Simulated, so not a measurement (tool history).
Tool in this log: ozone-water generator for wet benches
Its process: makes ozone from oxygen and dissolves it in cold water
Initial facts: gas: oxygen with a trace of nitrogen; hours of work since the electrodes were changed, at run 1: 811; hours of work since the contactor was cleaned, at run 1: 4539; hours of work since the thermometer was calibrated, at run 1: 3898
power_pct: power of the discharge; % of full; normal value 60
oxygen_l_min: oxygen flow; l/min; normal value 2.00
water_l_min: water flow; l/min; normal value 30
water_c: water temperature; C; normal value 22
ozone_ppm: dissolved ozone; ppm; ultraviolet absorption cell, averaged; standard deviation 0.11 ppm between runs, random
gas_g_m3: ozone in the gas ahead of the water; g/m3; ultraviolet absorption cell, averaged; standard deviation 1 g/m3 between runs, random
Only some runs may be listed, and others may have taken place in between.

run,hour,power_pct,oxygen_l_min,water_l_min,water_c,hours of work since the electrodes were changed,hours of work since the contactor was cleaned,hours of work since the thermometer was calibrated,ozone_ppm,gas_g_m3
1,0.0,60,2.00,30,22,811,4539,3898,7.7,178.7
2,15.0,60,2.00,18,22,824,4553,3911,12.4,179.8
3,37.7,60,2.00,30,22,844,4573,3931,7.9,178.5
4,68.9,60,2.00,30,14,872,4600,3959,8.3,178.4
5,83.6,60,2.00,30,24,885,4613,3972,7.6,179.3
6,110.3,60,2.00,30,24,909,4637,3996,7.7,177.7
7,140.2,60,2.00,30,24,935,4664,4022,7.8,177.4
8,158.4,60,2.00,30,24,951,4680,4038,7.7,177.7
9,188.7,60,2.00,30,18,978,4707,4065,7.9,179.1
10,208.5,60,2.00,30,25,996,4724,4083,7.7,179.6
11,233.0,60,2.00,30,25,1017,4746,4105,7.7,178.2
12,246.4,60,2.00,30,25,1029,4758,4116,7.8,178.8
13,260.4,60,2.00,30,22,1042,4770,4129,7.8,178.7
14,277.4,60,2.00,30,22,1057,4785,4144,7.7,176.6
15,295.5,77,2.00,30,22,1073,4801,4160,9.4,216.2
16,323.7,77,2.00,30,22,1098,4826,4185,9.3,213.2
17,339.9,77,2.00,30,22,1112,4841,4199,9.3,213.0
18,366.2,77,2.00,30,22,1135,4864,4223,9.5,214.1
19,393.5,82,3.18,30,24,1160,4888,4247,10.9,180.4
20,406.6,82,3.18,30,24,1171,4900,4258,11.0,179.4
21,422.1,60,1.31,46,22,1185,4914,4272,4.2,219.4
22,448.1,45,1.31,30,14,1208,4937,4295,5.5,177.2
23,468.6,60,2.00,30,20,1226,4955,4313,8.0,178.2
24,482.3,60,2.71,38,20,1239,4967,4326,7.1,154.5
25,500.2,60,2.71,38,20,1254,4983,4341,6.8,154.4
26,521.8,60,2.71,38,20,1274,5002,4361,6.9,155.6
27,542.6,93,2.00,30,22,1292,5020,4379,10.9,243.8
28,564.6,60,2.92,21,14,1311,5040,4399,12.7,149.2
29,583.7,96,2.81,35,16,1328,5057,4416,10.8,213.7
30,607.4,78,2.81,35,23,1349,5078,4437,8.9,184.1
31,623.8,60,2.00,45,26,1364,5092,4451,4.9,179.1
32,641.2,86,2.00,45,26,1379,5108,4467,6.5,231.8

Consider 4 possible next runs. They are alternatives, not a sequence: every one starts from the tool as it was left by run 32. What does each give?
A,658.8,60,1.52,30,22,1395,5123,4482,?,?
B,658.8,95,1.49,29,22,1395,5123,4482,?,?
C,658.8,99,2.00,34,26,1395,5123,4482,?,?
D,658.8,47,2.00,19,29,1395,5123,4482,?,?

run,ozone_ppm,gas_g_m3
A,7.1,204.2
B,10.3,287.5
C,9.6,256.8
D,9.5,149.4
Had the tool no hidden state, the same runs would have come out as:
run,ozone_ppm,gas_g_m3
A,7.1,204.3
B,10.3,287.6
C,9.6,256.9
D,9.5,149.4

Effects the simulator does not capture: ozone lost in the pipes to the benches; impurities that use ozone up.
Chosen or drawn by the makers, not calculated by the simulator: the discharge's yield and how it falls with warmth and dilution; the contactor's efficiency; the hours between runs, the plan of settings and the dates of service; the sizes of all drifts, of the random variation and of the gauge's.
